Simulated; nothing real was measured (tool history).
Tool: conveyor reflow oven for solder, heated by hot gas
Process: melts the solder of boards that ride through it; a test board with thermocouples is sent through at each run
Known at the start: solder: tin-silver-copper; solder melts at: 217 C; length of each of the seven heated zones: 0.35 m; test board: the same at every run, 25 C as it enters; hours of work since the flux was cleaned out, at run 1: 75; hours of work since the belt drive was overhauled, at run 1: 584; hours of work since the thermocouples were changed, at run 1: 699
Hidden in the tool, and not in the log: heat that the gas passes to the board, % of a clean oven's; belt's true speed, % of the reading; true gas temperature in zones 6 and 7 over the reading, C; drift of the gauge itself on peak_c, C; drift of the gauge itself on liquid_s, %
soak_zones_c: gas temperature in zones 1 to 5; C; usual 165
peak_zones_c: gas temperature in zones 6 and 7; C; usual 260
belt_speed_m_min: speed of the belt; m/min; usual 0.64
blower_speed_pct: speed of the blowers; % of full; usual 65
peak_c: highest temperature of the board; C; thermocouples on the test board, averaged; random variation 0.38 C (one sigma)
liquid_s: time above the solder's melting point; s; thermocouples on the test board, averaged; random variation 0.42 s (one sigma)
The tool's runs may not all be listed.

run	hour	soak_zones_c	peak_zones_c	belt_speed_m_min	blower_speed_pct	hours of work since the flux was cleaned out	hours of work since the belt drive was overhauled	hours of work since the thermocouples were changed	peak_c	liquid_s
1	0	165	260	0.64	65	75	584	699	247.3	44.9
2	34.9	165	260	0.64	65	91	600	714	246.9	43.9
3	84.7	165	260	0.64	65	114	623	737	247.2	44.3
4	131.1	165	260	0.64	65	135	644	758	246.8	44.1
5	187.8	156	260	0.64	65	161	670	784	245.7	40.6
6	227.4	156	260	0.64	65	179	688	802	245.2	41.2
7	277.1	156	260	0.64	65	202	711	825	244.9	40
8	320.3	165	260	0.768	65	221	730	845	240.1	31.2
9	398.1	152	260	0.64	65	257	766	880	244.5	38.7
# hour 467.2: flux residue cleaned out of gas plates and filters
10	474.3	152	260	0.64	65	3	798	912	241.9	35.7
11	517	165	260	0.64	65	23	818	932	244.4	41.6
12	568.8	165	260	0.64	57	46	841	956	242.3	38.9
13	625.1	165	260	0.634	65	72	867	981	244.1	41.7

Forecast run 14:
14	681.7	176	260	0.634	78	98	893	1007	?	?

peak_c: 248.9 C
liquid_s: 49 s
Without the tool's hidden state the same run would have given peak_c 251.5 C, liquid_s 51.2 s.
